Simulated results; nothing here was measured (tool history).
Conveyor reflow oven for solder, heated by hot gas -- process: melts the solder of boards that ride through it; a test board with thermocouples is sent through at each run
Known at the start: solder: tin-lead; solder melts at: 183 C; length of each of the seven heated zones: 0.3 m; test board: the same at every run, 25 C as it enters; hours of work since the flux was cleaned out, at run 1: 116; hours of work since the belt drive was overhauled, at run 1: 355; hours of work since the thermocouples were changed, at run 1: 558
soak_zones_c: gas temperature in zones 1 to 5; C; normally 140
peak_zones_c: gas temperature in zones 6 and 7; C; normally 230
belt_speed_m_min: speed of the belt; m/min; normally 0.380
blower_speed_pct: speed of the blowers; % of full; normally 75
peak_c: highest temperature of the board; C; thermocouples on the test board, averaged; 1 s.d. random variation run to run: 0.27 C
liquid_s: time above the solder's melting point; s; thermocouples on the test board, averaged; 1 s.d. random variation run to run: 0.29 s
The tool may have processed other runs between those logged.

run   hour  soak_zones_c  peak_zones_c  belt_speed_m_min  blower_speed_pct  hours of work since the flux was cleaned out  hours of work since the belt drive was overhauled  hours of work since the thermocouples were changed  peak_c  liquid_s
  1    0.0           140           230             0.380                75                                           116                                                355                                                 558   214.5      69.4
  2   21.6           140           230             0.374                75                                           125                                                364                                                 568   214.2      70.7
  3   46.6           136           230             0.380                75                                           136                                                375                                                 579   213.4      66.9
  4   68.7           136           230             0.380                75                                           146                                                385                                                 589   212.7      66.1
  5   85.4           140           230             0.451                75                                           154                                                393                                                 596   208.3      51.2
  6  116.2           140           230             0.451                75                                           167                                                406                                                 610   208.6      51.1
  7  150.5           140           230             0.451                75                                           182                                                422                                                 625   208.1      50.8
  8  171.0           140           226             0.380                75                                           192                                                431                                                 634   209.4      64.5
  9  189.3           140           233             0.380                75                                           200                                                439                                                 642   215.9      70.5
 10  218.1           140           230             0.380                75                                           212                                                452                                                 655   213.5      67.5
 11  252.1           140           230             0.380                75                                           228                                                467                                                 670   213.4      67.8
 12  283.9           140           230             0.380                75                                           242                                                481                                                 684   213.0      67.5
 13  306.1           140           230             0.380                75                                           252                                                491                                                 694   212.6      67.5
 14  324.8           140           230             0.380                75                                           260                                                499                                                 702   212.8      67.6
 15  339.5           140           230             0.313                75                                           266                                                506                                                 709   217.8      89.9
 16  367.8           140           234             0.380                75                                           279                                                518                                                 722   215.6      70.6
 17  398.5           140           234             0.380                74                                           293                                                532                                                 735   214.5      70.8

What does the tool deliver on the next run?
 18  425.3           140           229             0.380                74                                           305                                                544                                                 747       ?         ?

peak_c: 211.0 C
liquid_s: 65.9 s
With the hidden condition absent and the run-to-run variation left alone, this run would have shown peak_c 215.6 C, liquid_s 71.4 s.

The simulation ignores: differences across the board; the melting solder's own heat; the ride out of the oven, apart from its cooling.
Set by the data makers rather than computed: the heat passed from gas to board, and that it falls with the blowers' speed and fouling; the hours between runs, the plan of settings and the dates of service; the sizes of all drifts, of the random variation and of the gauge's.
